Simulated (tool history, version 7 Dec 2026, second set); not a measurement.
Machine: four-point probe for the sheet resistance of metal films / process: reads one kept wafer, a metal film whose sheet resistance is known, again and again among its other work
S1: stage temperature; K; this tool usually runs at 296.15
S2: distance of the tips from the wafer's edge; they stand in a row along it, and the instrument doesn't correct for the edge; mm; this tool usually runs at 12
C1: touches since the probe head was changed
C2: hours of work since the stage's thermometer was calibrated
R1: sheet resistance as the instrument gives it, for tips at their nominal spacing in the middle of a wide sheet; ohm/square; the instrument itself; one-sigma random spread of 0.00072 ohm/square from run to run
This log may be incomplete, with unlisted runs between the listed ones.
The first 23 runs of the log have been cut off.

| run | hour | S1 | S2 | C1 | C2 | R1 |
|---|---|---|---|---|---|---|
| 24 | 750.7 | 295.15 | 7 | 49067 | 877 | 3.599560 |
| 25 | 788.5 | 304.15 | 4 | 49707 | 897 | 3.697391 |
| 26 | 829.2 | 305.15 | 3 | 50398 | 918 | 3.823683 |
| 27 | 854.8 | 305.15 | 3 | 50831 | 932 | 3.824501 |
| 28 | 889.3 | 305.15 | 3 | 51416 | 950 | 3.824011 |
| 29 | 914.5 | 306.15 | 11 | 51845 | 963 | 3.538914 |
| 30 | 935.8 | 292.15 | 11 | 52205 | 974 | 3.569137 |
| 31 | 956.5 | 296.15 | 44 | 52557 | 985 | 3.536253 |
| 32 | 997.3 | 291.15 | 13 | 53249 | 1006 | 3.563418 |
| 33 | 1037.6 | 298.15 | 39 | 53932 | 1027 | 3.530207 |
| 34 | 1071.8 | 298.15 | 4 | 54513 | 1045 | 3.711013 |
| 35 | 1111.7 | 298.15 | 4 | 55189 | 1065 | 3.709846 |
| 36 | 1146.3 | 292.15 | 3 | 55777 | 1083 | 3.850688 |
| 37 | 1168.7 | 292.15 | 3 | 56156 | 1095 | 3.851810 |
| 38 | 1186.8 | 296.15 | 41 | 56463 | 1105 | 3.535134 |

4 ways to go on from here, each from the tool as it stands after run 38. What would each give?
| A | 1227.3 | 294.15 | 16 | 57150 | 1126 | ? |
| B | 1227.3 | 294.15 | 8 | 57150 | 1126 | ? |
| C | 1227.3 | 302.15 | 34 | 57150 | 1126 | ? |
| D | 1227.3 | 297.15 | 6 | 57150 | 1126 | ? |

| run | R1 |
|---|---|
| A | 3.548119 |
| B | 3.585477 |
| C | 3.522365 |
| D | 3.612654 |
Stripped of hidden state, with their random variation kept, the same runs would have yielded:
| run | R1 |
|---|---|
| A | 3.578793 |
| B | 3.616453 |
| C | 3.552769 |
| D | 3.643820 |
